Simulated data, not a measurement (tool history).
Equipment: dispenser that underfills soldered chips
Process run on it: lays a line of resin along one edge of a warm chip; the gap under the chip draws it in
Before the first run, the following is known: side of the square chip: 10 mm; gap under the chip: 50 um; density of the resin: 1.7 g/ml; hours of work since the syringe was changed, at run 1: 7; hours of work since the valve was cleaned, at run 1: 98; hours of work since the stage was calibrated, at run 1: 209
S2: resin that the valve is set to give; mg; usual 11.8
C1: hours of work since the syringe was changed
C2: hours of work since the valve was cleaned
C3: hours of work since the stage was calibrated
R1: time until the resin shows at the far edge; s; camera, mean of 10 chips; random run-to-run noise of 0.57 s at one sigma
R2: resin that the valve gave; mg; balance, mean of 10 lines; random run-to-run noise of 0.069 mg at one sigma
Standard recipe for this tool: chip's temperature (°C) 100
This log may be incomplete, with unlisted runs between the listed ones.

Run 1, hour 0.0: usual settings; C1 7; C2 98; C3 209. Result: R1 65.1 s, R2 10.49 mg.
At hour 4.2: new syringe of resin.
Run 2, hour 13.4: usual settings; C1 7; C2 108; C3 219. Result: R1 63.5 s, R2 10.42 mg.
At hour 16.2: dispensing valve cleaned and set on the balance.
At hour 18.8: new syringe of resin.
Run 3, hour 24.2: usual settings; C1 4; C2 6; C3 226. Result: R1 57.4 s, R2 11.71 mg.
At hour 32.3: new syringe of resin.
Run 4, hour 33.0: usual settings; C1 1; C2 12; C3 233. Result: R1 50.5 s, R2 11.70 mg.
Run 5, hour 43.3: usual settings but S2 11.6 mg; C1 8; C2 20; C3 241. Result: R1 64.7 s, R2 11.43 mg.
At hour 44.9: new syringe of resin.
Run 6, hour 50.6: usual settings; C1 4; C2 25; C3 246. Result: R1 58.5 s, R2 11.59 mg.
At hour 57.9: new syringe of resin.
Run 7, hour 58.2: usual settings; C1 0; C2 31; C3 251. Result: R1 50.4 s, R2 11.52 mg.
Run 8, hour 69.4: usual settings; C1 9; C2 39; C3 260. Result: R1 65.8 s, R2 11.23 mg.
At hour 70.7: new syringe of resin.
Run 9, hour 78.7: usual settings; C1 6; C2 46; C3 267. Result: R1 62.4 s, R2 11.37 mg.
At hour 83.8: new syringe of resin.
Run 10, hour 92.5: usual settings; C1 7; C2 57; C3 277. Result: R1 64.0 s, R2 11.07 mg.
At hour 96.5: new syringe of resin.
Run 11, hour 101.3: usual settings but S2 10.6 mg; C1 4; C2 63; C3 284. Result: R1 60.1 s, R2 9.91 mg.
At hour 109.1: new syringe of resin.
Run 12, hour 113.4: usual settings but S2 13.8 mg; C1 3; C2 72; C3 293. Result: R1 56.7 s, R2 12.86 mg.
At hour 122.2: new syringe of resin.
Run 13, hour 124.6: usual settings but S2 13.8 mg; C1 2; C2 80; C3 301. Result: R1 52.7 s, R2 12.59 mg.
At hour 135.8: new syringe of resin.
Run 14, hour 137.9: usual settings but S2 13.8 mg; C1 2; C2 90; C3 311. Result: R1 53.0 s, R2 12.59 mg.
At hour 148.6: new syringe of resin.
Run 15, hour 150.6: usual settings but S2 13.8 mg; C1 2; C2 100; C3 320. Result: R1 51.9 s, R2 12.58 mg.
Run 16, hour 160.0: usual settings but chip's temperature (°C) 105; C1 9; C2 107; C3 327. Result: R1 58.5 s, R2 10.62 mg.
At hour 161.3: new syringe of resin.
At hour 164.4: dispensing valve cleaned and set on the balance.
Run 17, hour 173.0: usual settings but chip's temperature (°C) 105; C1 8; C2 7; C3 336. Result: R1 54.4 s, R2 11.64 mg.
At hour 175.0: new syringe of resin.
Run 18, hour 186.8: usual settings but S2 10.9 mg; C1 9; C2 17; C3 346. Result: R1 71.9 s, R2 10.75 mg.
At hour 187.9: new syringe of resin.
Run 19, hour 196.6: usual settings but S2 10.9 mg; C1 7; C2 24; C3 354. Result: R1 65.2 s, R2 10.74 mg.
At hour 200.9: new syringe of resin.
Run 20, hour 207.6: usual settings but chip's temperature (°C) 104, S2 13.1 mg; C1 5; C2 32; C3 362. Result: R1 51.4 s, R2 12.72 mg.
At hour 213.6: new syringe of resin.
Run 21, hour 217.0: usual settings but chip's temperature (°C) 114, S2 15.0 mg; C1 3; C2 39; C3 369. Result: R1 33.3 s, R2 14.39 mg.
At hour 226.9: new syringe of resin.
Run 22, hour 229.7: usual settings but chip's temperature (°C) 114, S2 15.0 mg; C1 2; C2 48; C3 378. Result: R1 32.4 s, R2 14.28 mg.
Run 23, hour 236.2: usual settings but chip's temperature (°C) 102, S2 14.7 mg; C1 7; C2 53; C3 383. Result: R1 58.4 s, R2 13.84 mg.
At hour 240.2: new syringe of resin.
Run 24, hour 246.6: usual settings but S2 12.5 mg; C1 5; C2 61; C3 391. Result: R1 61.3 s, R2 11.78 mg.
At hour 253.5: new syringe of resin.
Run 25, hour 254.9: usual settings but chip's temperature (°C) 85, S2 11.1 mg; C1 1; C2 67; C3 397. Result: R1 97.8 s, R2 10.28 mg.
Run 26, hour 263.1: usual settings but chip's temperature (°C) 107, S2 11.7 mg; C1 7; C2 73; C3 403. Result: R1 51.7 s, R2 10.77 mg.
At hour 266.2: new syringe of resin.
Run 27, hour 275.5: usual settings but chip's temperature (°C) 87, S2 10.5 mg; C1 7; C2 83; C3 412. Result: R1 116.6 s, R2 9.66 mg.
At hour 278.8: new syringe of resin.
Run 28, hour 287.2: usual settings but chip's temperature (°C) 106, S2 15.1 mg; C1 6; C2 91; C3 421. Result: R1 50.5 s, R2 13.85 mg.
At hour 291.5: new syringe of resin.
Run 29, hour 294.5: usual settings but chip's temperature (°C) 106, S2 15.1 mg; C1 2; C2 97; C3 426. Result: R1 44.8 s, R2 13.61 mg.
At hour 305.0: new syringe of resin.
Run 30, hour 307.6: usual settings but chip's temperature (°C) 106, S2 15.1 mg; C1 2; C2 106; C3 436. Result: R1 43.9 s, R2 13.51 mg.
At hour 312.6: dispensing valve cleaned and set on the balance.
Run 31, hour 315.2: usual settings but chip's temperature (°C) 99, S2 12.7 mg; C1 7; C2 2; C3 441. Result: R1 66.6 s, R2 12.63 mg.
At hour 318.7: new syringe of resin.
Run 32, hour 327.6: usual settings but chip's temperature (°C) 95, S2 12.7 mg; C1 7; C2 11; C3 450. Result: R1 77.7 s, R2 12.50 mg.
At hour 332.0: new syringe of resin.
Run 33, hour 334.8: usual settings but chip's temperature (°C) 96, S2 11.2 mg; C1 2; C2 16; C3 455. Result: R1 65.2 s, R2 11.11 mg.
Run 34, hour 340.6: usual settings but chip's temperature (°C) 99, S2 14.8 mg; C1 7; C2 21; C3 460. Result: R1 62.7 s, R2 14.47 mg.

Below, some changes in R1 between adjacent runs. For each, the amount present without the hidden state too (settings, incoming material, random variation) and the amount remaining for the hidden state with gauge scatter not shared by both compared results:
The tool's hidden condition here consists of: resin's viscosity, % of fresh resin's; dose that the valve gives, % of what is set; true chip temperature over the reading, C; drift of the gauge itself on fill_s, %; drift of the gauge itself on given_mg, %.
Run 7 -> 8: nothing adjusted, nothing logged. R1 +15.4 s: hidden state +15.4, all else +0.0.
Run 25 -> 26: chip's temperature (°C) 85 -> 107, S2 11.1 -> 11.7. R1 -46.1 s: hidden state +2.6, all else -48.7.
Run 26 -> 27: chip's temperature (°C) 107 -> 87, S2 11.7 -> 10.5, new syringe of resin. R1 +64.9 s: hidden state +20.6, all else +44.3.
Run 27 -> 28: chip's temperature (°C) 87 -> 106, S2 10.5 -> 15.1, new syringe of resin. R1 -66.1 s: hidden state -22.1, all else -44.0.
